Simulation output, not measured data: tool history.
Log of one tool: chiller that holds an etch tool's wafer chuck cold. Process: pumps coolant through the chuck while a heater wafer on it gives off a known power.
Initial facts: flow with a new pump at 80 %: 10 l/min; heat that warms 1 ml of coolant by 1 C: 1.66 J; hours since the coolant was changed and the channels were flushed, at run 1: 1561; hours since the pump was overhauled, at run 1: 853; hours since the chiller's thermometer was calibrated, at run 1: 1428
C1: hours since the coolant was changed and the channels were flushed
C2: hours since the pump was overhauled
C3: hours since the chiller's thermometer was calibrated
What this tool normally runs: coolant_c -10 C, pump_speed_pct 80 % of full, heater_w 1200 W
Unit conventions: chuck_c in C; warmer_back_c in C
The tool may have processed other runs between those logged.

Run 1, hour 0.0: usual settings; C1 1561; C2 853; C3 1428. Result: chuck_c -0.5 C, warmer_back_c 4.40 C.
Run 2, hour 43.7: usual settings; C1 1605; C2 896; C3 1472. Result: chuck_c -0.7 C, warmer_back_c 4.44 C.
Run 3, hour 69.3: usual settings; C1 1630; C2 922; C3 1497. Result: chuck_c -0.8 C, warmer_back_c 4.41 C.
Run 4, hour 91.2: usual settings; C1 1652; C2 944; C3 1519. Result: chuck_c -0.7 C, warmer_back_c 4.44 C.
Run 5, hour 118.2: usual settings but coolant_c -17 C; C1 1679; C2 971; C3 1546. Result: chuck_c -7.5 C, warmer_back_c 4.50 C.
Run 6, hour 139.3: usual settings but coolant_c -16 C; C1 1700; C2 992; C3 1567. Result: chuck_c -6.5 C, warmer_back_c 4.45 C.
Run 7, hour 178.9: usual settings but coolant_c -16 C; C1 1740; C2 1032; C3 1607. Result: chuck_c -6.7 C, warmer_back_c 4.51 C.
Run 8, hour 207.7: usual settings; C1 1769; C2 1060; C3 1636. Result: chuck_c -0.6 C, warmer_back_c 4.47 C.
Run 9, hour 240.0: usual settings; C1 1801; C2 1093; C3 1668. Result: chuck_c -0.8 C, warmer_back_c 4.40 C.
Run 10, hour 281.8: usual settings; C1 1843; C2 1134; C3 1710. Result: chuck_c -0.6 C, warmer_back_c 4.48 C.
Run 11, hour 306.1: usual settings; C1 1867; C2 1159; C3 1734. Result: chuck_c -0.5 C, warmer_back_c 4.44 C.
Run 12, hour 335.4: usual settings but coolant_c -12 C, pump_speed_pct 72 % of full, heater_w 1624 W; C1 1896; C2 1188; C3 1763. Result: chuck_c 2.2 C, warmer_back_c 6.72 C.
Run 13, hour 381.8: usual settings but coolant_c -9 C, heater_w 619 W; C1 1943; C2 1234; C3 1810. Result: chuck_c -4.3 C, warmer_back_c 2.26 C.
Run 14, hour 424.5: usual settings but coolant_c -9 C, pump_speed_pct 85 % of full, heater_w 1122 W; C1 1986; C2 1277; C3 1853. Result: chuck_c -0.5 C, warmer_back_c 3.90 C.
Run 15, hour 454.0: usual settings but coolant_c -9 C, pump_speed_pct 65 % of full, heater_w 1122 W; C1 2015; C2 1307; C3 1882. Result: chuck_c 1.9 C, warmer_back_c 5.09 C.
Run 16, hour 485.6: usual settings but coolant_c -6 C, pump_speed_pct 98 % of full, heater_w 1531 W; C1 2047; C2 1338; C3 1914. Result: chuck_c 4.2 C, warmer_back_c 4.70 C.
Run 17, hour 525.6: usual settings but coolant_c -6 C, pump_speed_pct 64 % of full, heater_w 956 W; C1 2087; C2 1378; C3 1954. Result: chuck_c 3.3 C, warmer_back_c 4.49 C.
Run 18, hour 557.8: usual settings but coolant_c -15 C, pump_speed_pct 100 % of full, heater_w 1158 W; C1 2119; C2 1410; C3 1986. Result: chuck_c -7.5 C, warmer_back_c 3.49 C.
Run 19, hour 587.1: usual settings but coolant_c -15 C, pump_speed_pct 100 % of full, heater_w 1158 W; C1 2148; C2 1440; C3 2015. Result: chuck_c -7.4 C, warmer_back_c 3.47 C.
Run 20, hour 613.4: usual settings but pump_speed_pct 75 % of full, heater_w 877 W; C1 2174; C2 1466; C3 2041. Result: chuck_c -2.8 C, warmer_back_c 3.46 C.
Run 21, hour 650.6: usual settings but coolant_c -15 C, pump_speed_pct 70 % of full, heater_w 865 W; C1 2212; C2 1503; C3 2079. Result: chuck_c -7.3 C, warmer_back_c 3.68 C.
Run 22, hour 698.1: usual settings but coolant_c -15 C, pump_speed_pct 70 % of full, heater_w 865 W; C1 2259; C2 1551; C3 2126. Result: chuck_c -7.2 C, warmer_back_c 3.74 C.

Branching from run 22: 5 alternative next runs. What would each branch give?
Run A, hour 726.7: usual settings but pump_speed_pct 70 % of full, heater_w 1668 W; C1 2288; C2 1579; C3 2155. Result: chuck_c ?, warmer_back_c ?.
Run B, hour 726.7: usual settings but coolant_c -1 C; C1 2288; C2 1579; C3 2155. Result: chuck_c ?, warmer_back_c ?.
Run C, hour 726.7: usual settings but coolant_c -19 C, pump_speed_pct 85 % of full, heater_w 843 W; C1 2288; C2 1579; C3 2155. Result: chuck_c ?, warmer_back_c ?.
Run D, hour 726.7: usual settings but coolant_c -5 C; C1 2288; C2 1579; C3 2155. Result: chuck_c ?, warmer_back_c ?.
Run E, hour 726.7: usual settings but pump_speed_pct 94 % of full; C1 2288; C2 1579; C3 2155. Result: chuck_c ?, warmer_back_c ?.

run  chuck_c  warmer_back_c
  A      5.0           7.09
  B      8.8           4.47
  C    -12.6           2.93
  D      4.5           4.47
  E     -2.0           3.85
Without the tool's unlogged condition, the same runs would have read:
run  chuck_c  warmer_back_c
  A      4.3           6.85
  B      8.4           4.31
  C    -12.8           2.83
  D      4.1           4.32
  E     -2.3           3.72
